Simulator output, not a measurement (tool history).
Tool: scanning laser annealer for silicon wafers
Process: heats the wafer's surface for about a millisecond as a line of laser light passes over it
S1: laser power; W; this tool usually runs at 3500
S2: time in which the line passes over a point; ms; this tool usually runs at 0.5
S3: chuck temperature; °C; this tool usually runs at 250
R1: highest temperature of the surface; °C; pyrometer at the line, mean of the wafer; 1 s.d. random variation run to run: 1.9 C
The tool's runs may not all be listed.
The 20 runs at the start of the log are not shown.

| run | hour | S1 | S2 | S3 | R1 |
|---|---|---|---|---|---|
| 21 | 805 | 3113 | 0.368 | 283 | 900 |
| 22 | 842.3 | 3530 | 0.5 | 250 | 1075 |
| 23 | 881.8 | 3283 | 0.5 | 219 | 988 |
| 24 | 927.1 | 3500 | 0.373 | 238 | 931 |
| 25 | 970.8 | 2978 | 0.618 | 250 | 1015 |
| 26 | 1007.1 | 2978 | 0.618 | 250 | 1017 |
| 27 | 1043.2 | 3662 | 0.572 | 275 | 1180 |
|  | 1081.7 | window over the wafer cleaned |
| 28 | 1094.5 | 3145 | 0.466 | 274 | 1003 |
| 29 | 1120.9 | 3677 | 0.516 | 250 | 1145 |
| 30 | 1151.9 | 3677 | 0.516 | 250 | 1146 |
| 31 | 1199.2 | 3500 | 0.456 | 230 | 1017 |
| 32 | 1245.3 | 3584 | 0.493 | 235 | 1080 |
| 33 | 1280.4 | 3815 | 0.5 | 281 | 1182 |
| 34 | 1325 | 3815 | 0.5 | 281 | 1176 |
| 35 | 1349.8 | 3760 | 0.393 | 248 | 1024 |

Forecast each of these 4 alternatives for the next run:
| A | 1379.1 | 3498 | 0.394 | 237 | ? |
| B | 1379.1 | 3500 | 0.384 | 250 | ? |
| C | 1379.1 | 3039 | 0.43 | 226 | ? |
| D | 1379.1 | 3760 | 0.393 | 280 | ? |

| run | R1 |
|---|---|
| A | 954 |
| B | 959 |
| C | 880 |
| D | 1052 |
With the hidden condition removed and each run's random variation left untouched, the same runs would have given:
| run | R1 |
|---|---|
| A | 972 |
| B | 977 |
| C | 896 |
| D | 1071 |
